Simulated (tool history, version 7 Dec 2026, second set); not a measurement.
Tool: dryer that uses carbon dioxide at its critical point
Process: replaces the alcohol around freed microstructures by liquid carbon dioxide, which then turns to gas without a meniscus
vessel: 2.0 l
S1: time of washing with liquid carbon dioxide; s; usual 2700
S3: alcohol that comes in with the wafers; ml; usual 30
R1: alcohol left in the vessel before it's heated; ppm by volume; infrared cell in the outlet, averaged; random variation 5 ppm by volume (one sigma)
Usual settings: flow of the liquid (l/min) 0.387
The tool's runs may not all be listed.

run 1 hour=0 | S1=2700 flow_of_the_liquid_(l/min)=0.387 S3=30 | R1=57
run 2 hour=10.3 | S1=2700 flow_of_the_liquid_(l/min)=0.372 S3=30 | R1=66
run 3 hour=23.3 | S1=2700 flow_of_the_liquid_(l/min)=0.372 S3=30 | R1=67
run 4 hour=30.7 | S1=2700 flow_of_the_liquid_(l/min)=0.372 S3=30 | R1=62
run 5 hour=38.2 | S1=2700 flow_of_the_liquid_(l/min)=0.372 S3=30 | R1=69
run 6 hour=46.1 | S1=2700 flow_of_the_liquid_(l/min)=0.372 S3=30 | R1=61
run 7 hour=57.4 | S1=2700 flow_of_the_liquid_(l/min)=0.372 S3=30 | R1=66
run 8 hour=69.8 | S1=2700 flow_of_the_liquid_(l/min)=0.315 S3=30 | R1=138
run 9 hour=81.7 | S1=2700 flow_of_the_liquid_(l/min)=0.315 S3=30 | R1=141
run 10 hour=91.1 | S1=2580 flow_of_the_liquid_(l/min)=0.387 S3=30 | R1=80
run 11 hour=104.5 | S1=2580 flow_of_the_liquid_(l/min)=0.341 S3=30 | R1=125
run 12 hour=110.8 | S1=2580 flow_of_the_liquid_(l/min)=0.341 S3=30 | R1=122
run 13 hour=119.2 | S1=2400 flow_of_the_liquid_(l/min)=0.245 S3=76 | R1=1317
run 14 hour=130.5 | S1=2400 flow_of_the_liquid_(l/min)=0.486 S3=76 | R1=60
run 15 hour=137.8 | S1=2400 flow_of_the_liquid_(l/min)=0.486 S3=39 | R1=55
-- hour=149.5 inlet filter changed
run 16 hour=151.7 | S1=2400 flow_of_the_liquid_(l/min)=0.486 S3=39 | R1=37
run 17 hour=164.7 | S1=2400 flow_of_the_liquid_(l/min)=0.312 S3=39 | R1=198
run 18 hour=175.9 | S1=2400 flow_of_the_liquid_(l/min)=0.312 S3=39 | R1=192
run 19 hour=188.5 | S1=1860 flow_of_the_liquid_(l/min)=0.538 S3=39 | R1=62
run 20 hour=196.7 | S1=1740 flow_of_the_liquid_(l/min)=0.616 S3=73 | R1=73
run 21 hour=202.5 | S1=3720 flow_of_the_liquid_(l/min)=0.336 S3=91 | R1=50
run 22 hour=207.9 | S1=4080 flow_of_the_liquid_(l/min)=0.387 S3=85 | R1=21
run 23 hour=216.4 | S1=3240 flow_of_the_liquid_(l/min)=0.577 S3=24 | R1=27
run 24 hour=225.8 | S1=3240 flow_of_the_liquid_(l/min)=0.495 S3=93 | R1=31

Forecast each of these 3 alternatives for the next run:
run A hour=238.5 | S1=2940 flow_of_the_liquid_(l/min)=0.325 S3=73 | R1=?
run B hour=238.5 | S1=3240 flow_of_the_liquid_(l/min)=0.4 S3=88 | R1=?
run C hour=238.5 | S1=2040 flow_of_the_liquid_(l/min)=0.253 S3=34 | R1=?

run=A R1=117
run=B R1=45
run=C R1=680
Without the tool's hidden state the same runs would have given:
run=A R1=89
run=B R1=22
run=C R1=634
